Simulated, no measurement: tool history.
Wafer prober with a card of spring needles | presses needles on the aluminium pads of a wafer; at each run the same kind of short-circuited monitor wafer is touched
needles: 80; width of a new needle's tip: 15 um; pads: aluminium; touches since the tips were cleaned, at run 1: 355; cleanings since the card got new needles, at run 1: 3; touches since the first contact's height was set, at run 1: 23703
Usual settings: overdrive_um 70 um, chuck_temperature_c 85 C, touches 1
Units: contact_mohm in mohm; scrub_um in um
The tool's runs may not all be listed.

run    day  overdrive_um  chuck_temperature_c  touches  touches since the tips were cleaned  cleanings since the card got new needles  touches since the first contact's height was set  contact_mohm  scrub_um
  1  0.000            70                   85        1                                  355                                         3                                             23703           147     17.04
  2  0.196            70                  100        1                                 1385                                         3                                             24733           172     17.03
  3  0.433            70                   85        1                                 2628                                         3                                             25976           192     17.00
  4  0.592            70                   85        1                                 3469                                         3                                             26817           201     17.00
  5  0.783            70                   85        2                                 4464                                         3                                             27812           173     17.02
  6  1.158            70                   85        2                                 6428                                         3                                             29776           181     17.03
     1.267  -- tips cleaned on abrasive film
  7  1.529            70                   85        2                                 1383                                         4                                             31707           150     17.00
  8  1.912            70                   85        2                                 3396                                         4                                             33720           171     17.04
  9  2.283            70                   85        1                                 5347                                         4                                             35671           213     16.98
 10  2.571            70                   85        3                                 6854                                         4                                             37178           157     17.00
     2.612  -- tips cleaned on abrasive film
 11  2.862            70                   85        2                                 1311                                         5                                             38678           154     17.00
 12  3.158            70                   85        2                                 2878                                         5                                             40245           166     16.96
 13  3.488            73                  105        1                                 4601                                         5                                             41968           203     17.71
 14  3.821            70                   42        1                                 6350                                         5                                             43717           211     16.98
     3.929  -- tips cleaned on abrasive film
 15  4.033            85                   85        1                                  527                                         6                                             44804           145     20.60
 16  4.267            70                  108        3                                 1765                                         6                                             46042           148     16.94
 17  4.488            51                   52        2                                 2914                                         6                                             47191           199     12.31
 18  4.771            60                   52        2                                 4417                                         6                                             48694           192     14.54
 19  4.958            60                   52        2                                 5401                                         6                                             49678           193     14.49
 20  5.233            52                  119        2                                 6842                                         6                                             51119           220     12.56
     5.267  -- tips cleaned on abrasive film
 21  5.546            52                  119        2                                 1481                                         7                                             52741           183     12.55
 22  5.867            52                  119        2                                 3157                                         7                                             54417           204     12.53
 23  6.204            56                  119        2                                 4928                                         7                                             56188           203     13.52

Forecast each of these 3 alternatives for the next run:
  A  6.404            56                   85        1                                 5980                                         7                                             57240             ?         ?
  B  6.404            58                   36        1                                 5980                                         7                                             57240             ?         ?
  C  6.404            55                   30        2                                 5980                                         7                                             57240             ?         ?

run  contact_mohm  scrub_um
  A           259     13.49
  B           253     14.02
  C           208     13.26
Without the tool's hidden state the same runs would have given:
run  contact_mohm  scrub_um
  A           133     13.64
  B           125     14.18
  C           124     13.42
